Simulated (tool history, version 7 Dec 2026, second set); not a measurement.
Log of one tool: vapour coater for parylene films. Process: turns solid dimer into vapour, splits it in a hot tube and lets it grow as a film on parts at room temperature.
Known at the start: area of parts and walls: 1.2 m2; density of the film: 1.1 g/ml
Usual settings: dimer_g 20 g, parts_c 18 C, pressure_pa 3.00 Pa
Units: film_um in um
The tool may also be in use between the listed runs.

{"run": 1, "hour": 0.0, "dimer_g": 20, "parts_c": 18, "pressure_pa": 3.0, "film_um": 12.09}
{"run": 2, "hour": 67.1, "dimer_g": 20, "parts_c": 18, "pressure_pa": 3.0, "film_um": 11.98}
{"run": 3, "hour": 142.7, "dimer_g": 20, "parts_c": 13, "pressure_pa": 3.0, "film_um": 12.96}
{"run": 4, "hour": 193.1, "dimer_g": 20, "parts_c": 13, "pressure_pa": 3.0, "film_um": 12.74}
{"run": 5, "hour": 252.1, "dimer_g": 20, "parts_c": 13, "pressure_pa": 3.0, "film_um": 12.89}
{"run": 6, "hour": 303.6, "dimer_g": 20, "parts_c": 13, "pressure_pa": 3.0, "film_um": 12.96}
{"run": 7, "hour": 374.5, "dimer_g": 20, "parts_c": 21, "pressure_pa": 3.0, "film_um": 10.88}
{"run": 8, "hour": 431.7, "dimer_g": 20, "parts_c": 18, "pressure_pa": 3.0, "film_um": 11.53}
{"run": 9, "hour": 470.9, "dimer_g": 20, "parts_c": 18, "pressure_pa": 3.0, "film_um": 11.56}
{"run": 10, "hour": 545.4, "dimer_g": 12, "parts_c": 18, "pressure_pa": 3.0, "film_um": 6.86}
{"run": 11, "hour": 604.1, "dimer_g": 12, "parts_c": 18, "pressure_pa": 3.0, "film_um": 6.83}
{"run": 12, "hour": 639.0, "dimer_g": 20, "parts_c": 18, "pressure_pa": 5.13, "film_um": 10.75}
{"run": 13, "hour": 706.3, "dimer_g": 20, "parts_c": 18, "pressure_pa": 5.13, "film_um": 10.76}
{"run": 14, "hour": 753.9, "dimer_g": 15, "parts_c": 18, "pressure_pa": 5.13, "film_um": 8.01}
{"run": 15, "hour": 787.3, "dimer_g": 10, "parts_c": 18, "pressure_pa": 5.13, "film_um": 5.35}
{"hour": 822.0, "done": "trap's valve overhauled"}
{"run": 16, "hour": 841.8, "dimer_g": 20, "parts_c": 18, "pressure_pa": 3.0, "film_um": 12.17}
{"run": 17, "hour": 878.3, "dimer_g": 20, "parts_c": 18, "pressure_pa": 3.0, "film_um": 12.05}
{"run": 18, "hour": 947.1, "dimer_g": 20, "parts_c": 18, "pressure_pa": 3.0, "film_um": 12.04}
{"run": 19, "hour": 978.9, "dimer_g": 20, "parts_c": 18, "pressure_pa": 3.0, "film_um": 12.01}
{"run": 20, "hour": 1052.1, "dimer_g": 20, "parts_c": 18, "pressure_pa": 3.0, "film_um": 11.97}
{"run": 21, "hour": 1127.9, "dimer_g": 20, "parts_c": 18, "pressure_pa": 3.0, "film_um": 11.84}
{"run": 22, "hour": 1202.3, "dimer_g": 20, "parts_c": 18, "pressure_pa": 3.0, "film_um": 11.76}
{"run": 23, "hour": 1242.9, "dimer_g": 20, "parts_c": 18, "pressure_pa": 3.0, "film_um": 11.73}
{"run": 24, "hour": 1301.2, "dimer_g": 20, "parts_c": 18, "pressure_pa": 6.6, "film_um": 11.09}
{"run": 25, "hour": 1356.2, "dimer_g": 13, "parts_c": 28, "pressure_pa": 5.88, "film_um": 6.07}
{"hour": 1429.9, "done": "table's thermometer calibrated"}
{"run": 26, "hour": 1432.8, "dimer_g": 11, "parts_c": 11, "pressure_pa": 3.0, "film_um": 7.02}
{"run": 27, "hour": 1467.9, "dimer_g": 20, "parts_c": 23, "pressure_pa": 3.0, "film_um": 10.34}
{"run": 28, "hour": 1521.9, "dimer_g": 8, "parts_c": 12, "pressure_pa": 3.0, "film_um": 4.97}
{"run": 29, "hour": 1569.7, "dimer_g": 17, "parts_c": 15, "pressure_pa": 2.17, "film_um": 10.18}
{"run": 30, "hour": 1644.8, "dimer_g": 26, "parts_c": 22, "pressure_pa": 2.07, "film_um": 13.55}
{"hour": 1676.4, "done": "trap's valve overhauled"}
{"run": 31, "hour": 1695.8, "dimer_g": 12, "parts_c": 21, "pressure_pa": 8.43, "film_um": 6.49}
{"run": 32, "hour": 1768.8, "dimer_g": 8, "parts_c": 23, "pressure_pa": 3.0, "film_um": 4.35}
{"run": 33, "hour": 1804.0, "dimer_g": 8, "parts_c": 23, "pressure_pa": 3.0, "film_um": 4.43}
{"run": 34, "hour": 1881.7, "dimer_g": 8, "parts_c": 23, "pressure_pa": 3.0, "film_um": 4.36}
{"run": 35, "hour": 1915.6, "dimer_g": 20, "parts_c": 18, "pressure_pa": 10.6, "film_um": 11.14}
{"run": 36, "hour": 1964.4, "dimer_g": 20, "parts_c": 18, "pressure_pa": 10.6, "film_um": 10.95}
{"run": 37, "hour": 2007.5, "dimer_g": 10, "parts_c": 18, "pressure_pa": 3.68, "film_um": 5.81}
{"run": 38, "hour": 2076.6, "dimer_g": 10, "parts_c": 18, "pressure_pa": 3.68, "film_um": 5.78}
{"run": 39, "hour": 2144.4, "dimer_g": 19, "parts_c": 29, "pressure_pa": 3.0, "film_um": 9.12}
{"run": 40, "hour": 2186.2, "dimer_g": 9, "parts_c": 18, "pressure_pa": 6.94, "film_um": 4.84}
{"run": 41, "hour": 2232.3, "dimer_g": 9, "parts_c": 18, "pressure_pa": 6.94, "film_um": 4.82}
{"run": 42, "hour": 2277.6, "dimer_g": 8, "parts_c": 11, "pressure_pa": 5.64, "film_um": 5.0}
{"run": 43, "hour": 2351.3, "dimer_g": 20, "parts_c": 10, "pressure_pa": 2.25, "film_um": 13.25}
{"run": 44, "hour": 2426.8, "dimer_g": 17, "parts_c": 17, "pressure_pa": 4.2, "film_um": 9.41}
{"run": 45, "hour": 2490.8, "dimer_g": 17, "parts_c": 17, "pressure_pa": 4.2, "film_um": 9.39}
{"hour": 2528.3, "done": "trap's valve overhauled"}
{"run": 46, "hour": 2571.5, "dimer_g": 9, "parts_c": 17, "pressure_pa": 3.24, "film_um": 5.57}
{"run": 47, "hour": 2623.1, "dimer_g": 21, "parts_c": 10, "pressure_pa": 4.32, "film_um": 14.3}

Forecast each of these 4 alternatives for the next run:
{"run": "A", "hour": 2663.3, "dimer_g": 21, "parts_c": 18, "pressure_pa": 4.32, "film_um": "?"}
{"run": "B", "hour": 2663.3, "dimer_g": 19, "parts_c": 12, "pressure_pa": 8.7, "film_um": "?"}
{"run": "C", "hour": 2663.3, "dimer_g": 10, "parts_c": 21, "pressure_pa": 4.32, "film_um": "?"}
{"run": "D", "hour": 2663.3, "dimer_g": 15, "parts_c": 10, "pressure_pa": 4.32, "film_um": "?"}

run=A film_um=12.39
run=B film_um=12.02
run=C film_um=5.61
run=D film_um=10.07
Without the tool's hidden state the same runs would have given:
run=A film_um=12.54
run=B film_um=12.17
run=C film_um=5.68
run=D film_um=10.20

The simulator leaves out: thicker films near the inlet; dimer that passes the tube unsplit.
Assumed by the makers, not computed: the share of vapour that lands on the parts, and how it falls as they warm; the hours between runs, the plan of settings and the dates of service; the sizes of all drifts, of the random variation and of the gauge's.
